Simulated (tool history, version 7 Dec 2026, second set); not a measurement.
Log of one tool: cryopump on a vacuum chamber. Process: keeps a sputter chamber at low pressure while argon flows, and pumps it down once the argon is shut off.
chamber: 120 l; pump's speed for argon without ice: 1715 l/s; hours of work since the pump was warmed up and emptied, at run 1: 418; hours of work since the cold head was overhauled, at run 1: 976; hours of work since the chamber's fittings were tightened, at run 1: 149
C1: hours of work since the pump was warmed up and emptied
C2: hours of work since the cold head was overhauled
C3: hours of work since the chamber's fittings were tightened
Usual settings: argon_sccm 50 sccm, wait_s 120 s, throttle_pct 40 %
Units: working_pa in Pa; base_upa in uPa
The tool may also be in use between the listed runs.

Run 1, hour 0: usual settings; C1 418; C2 976; C3 149. Result: working_pa 0.1424 Pa, base_upa 0.74 uPa.
Run 2, hour 38.3: usual settings; C1 449; C2 1007; C3 180. Result: working_pa 0.1432 Pa, base_upa 0.81 uPa.
Run 3, hour 57.9: usual settings but argon_sccm 28 sccm; C1 465; C2 1023; C3 196. Result: working_pa 0.0797 Pa, base_upa 0.77 uPa.
Run 4, hour 87: usual settings but argon_sccm 28 sccm; C1 489; C2 1046; C3 219. Result: working_pa 0.0815 Pa, base_upa 0.82 uPa.
Run 5, hour 114.2: usual settings but argon_sccm 28 sccm; C1 511; C2 1068; C3 241. Result: working_pa 0.0816 Pa, base_upa 0.9 uPa.
Run 6, hour 151.7: usual settings but argon_sccm 28 sccm; C1 541; C2 1098; C3 272. Result: working_pa 0.0827 Pa, base_upa 0.91 uPa.
At hour 163.1: pump warmed up, emptied and cooled again.
Run 7, hour 200.1: usual settings but argon_sccm 28 sccm; C1 30; C2 1134; C3 307. Result: working_pa 0.0697 Pa, base_upa 0.82 uPa.
Run 8, hour 235.1: usual settings but argon_sccm 28 sccm; C1 58; C2 1162; C3 335. Result: working_pa 0.0716 Pa, base_upa 0.81 uPa.
Run 9, hour 273.7: usual settings but argon_sccm 28 sccm; C1 89; C2 1193; C3 366. Result: working_pa 0.0715 Pa, base_upa 0.84 uPa.
Run 10, hour 301.4: usual settings but throttle_pct 58 %; C1 112; C2 1215; C3 389. Result: working_pa 0.0896 Pa, base_upa 0.87 uPa.
Run 11, hour 330.5: usual settings but argon_sccm 49 sccm, throttle_pct 58 %; C1 135; C2 1239; C3 412. Result: working_pa 0.0879 Pa, base_upa 0.87 uPa.
Run 12, hour 362.5: usual settings but argon_sccm 49 sccm, throttle_pct 44 %; C1 161; C2 1265; C3 438. Result: working_pa 0.1161 Pa, base_upa 0.92 uPa.
Run 13, hour 402.4: usual settings but argon_sccm 49 sccm, throttle_pct 44 %; C1 193; C2 1297; C3 470. Result: working_pa 0.1174 Pa, base_upa 0.96 uPa.
Run 14, hour 436.7: usual settings but argon_sccm 49 sccm, throttle_pct 44 %; C1 221; C2 1325; C3 498. Result: working_pa 0.1184 Pa, base_upa 0.97 uPa.
Run 15, hour 467.1: usual settings but throttle_pct 16 %; C1 246; C2 1349; C3 522. Result: working_pa 0.3179 Pa, base_upa 1.01 uPa.
Run 16, hour 509: usual settings; C1 279; C2 1383; C3 556. Result: working_pa 0.1348 Pa, base_upa 1.1 uPa.
Run 17, hour 537.8: usual settings; C1 303; C2 1406; C3 580. Result: working_pa 0.1368 Pa, base_upa 1.14 uPa.
Run 18, hour 557.8: usual settings but argon_sccm 27 sccm; C1 319; C2 1423; C3 596. Result: working_pa 0.0741 Pa, base_upa 1.16 uPa.
Run 19, hour 577.9: usual settings but argon_sccm 27 sccm, wait_s 204 s, throttle_pct 19 %; C1 335; C2 1439; C3 612. Result: working_pa 0.1484 Pa, base_upa 1.06 uPa.
Run 20, hour 623.2: usual settings but argon_sccm 60 sccm, wait_s 55 s, throttle_pct 48 %; C1 372; C2 1475; C3 649. Result: working_pa 0.143 Pa, base_upa 1.68 uPa.
Run 21, hour 658.4: usual settings but argon_sccm 38 sccm, throttle_pct 27 %; C1 400; C2 1504; C3 677. Result: working_pa 0.1519 Pa, base_upa 1.32 uPa.
Run 22, hour 689.2: usual settings but argon_sccm 43 sccm; C1 425; C2 1529; C3 702. Result: working_pa 0.1211 Pa, base_upa 1.4 uPa.
Run 23, hour 716.3: usual settings but argon_sccm 43 sccm; C1 447; C2 1551; C3 724. Result: working_pa 0.1256 Pa, base_upa 1.39 uPa.
Run 24, hour 761.9: usual settings but argon_sccm 96 sccm, wait_s 181 s, throttle_pct 44 %; C1 484; C2 1587; C3 761. Result: working_pa 0.2602 Pa, base_upa 1.33 uPa.
Run 25, hour 783.3: usual settings but argon_sccm 96 sccm, wait_s 181 s, throttle_pct 44 %; C1 501; C2 1605; C3 778. Result: working_pa 0.2608 Pa, base_upa 1.34 uPa.
Run 26, hour 829.2: usual settings but argon_sccm 96 sccm, wait_s 163 s, throttle_pct 15 %; C1 538; C2 1642; C3 815. Result: working_pa 0.6853 Pa, base_upa 1.51 uPa.
At hour 844.4: pump warmed up, emptied and cooled again.
Run 27, hour 879.1: usual settings but argon_sccm 96 sccm, wait_s 163 s, throttle_pct 15 %; C1 28; C2 1678; C3 851. Result: working_pa 0.6323 Pa, base_upa 1.12 uPa.
Run 28, hour 922.5: usual settings but argon_sccm 96 sccm, wait_s 163 s, throttle_pct 15 %; C1 63; C2 1713; C3 886. Result: working_pa 0.6361 Pa, base_upa 1.13 uPa.
Run 29, hour 948.8: usual settings but argon_sccm 72 sccm, wait_s 163 s, throttle_pct 15 %; C1 84; C2 1734; C3 908. Result: working_pa 0.477 Pa, base_upa 1.24 uPa.
Run 30, hour 982.6: usual settings but argon_sccm 72 sccm, wait_s 163 s, throttle_pct 15 %; C1 112; C2 1762; C3 935. Result: working_pa 0.4777 Pa, base_upa 1.25 uPa.
Run 31, hour 1027.3: usual settings but argon_sccm 34 sccm, wait_s 53 s; C1 148; C2 1798; C3 971. Result: working_pa 0.0874 Pa, base_upa 1.83 uPa.
Run 32, hour 1058.6: usual settings but wait_s 90 s, throttle_pct 30 %; C1 173; C2 1823; C3 996. Result: working_pa 0.1704 Pa, base_upa 1.56 uPa.
Run 33, hour 1089.9: usual settings but wait_s 90 s, throttle_pct 30 %; C1 198; C2 1848; C3 1022. Result: working_pa 0.1725 Pa, base_upa 1.59 uPa.
Run 34, hour 1120.3: usual settings but argon_sccm 27 sccm, wait_s 248 s, throttle_pct 28 %; C1 223; C2 1873; C3 1046. Result: working_pa 0.1005 Pa, base_upa 1.34 uPa.

3 ways to go on from here, each from the tool as it stands after run 34. What would each give?
Run A, hour 1143: usual settings but argon_sccm 27 sccm, wait_s 248 s, throttle_pct 57 %; C1 241; C2 1891; C3 1065. Result: working_pa ?, base_upa ?.
Run B, hour 1143: usual settings but argon_sccm 66 sccm, wait_s 248 s, throttle_pct 39 %; C1 241; C2 1891; C3 1065. Result: working_pa ?, base_upa ?.
Run C, hour 1143: usual settings but argon_sccm 27 sccm, wait_s 199 s, throttle_pct 28 %; C1 241; C2 1891; C3 1065. Result: working_pa ?, base_upa ?.

run  working_pa  base_upa
  A      0.0521      1.39
  B      0.1797      1.33
  C      0.1008      1.45
Without the tool's hidden state the same runs would have given:
run  working_pa  base_upa
  A       0.047      0.36
  B      0.1672      0.31
  C      0.0957       0.4
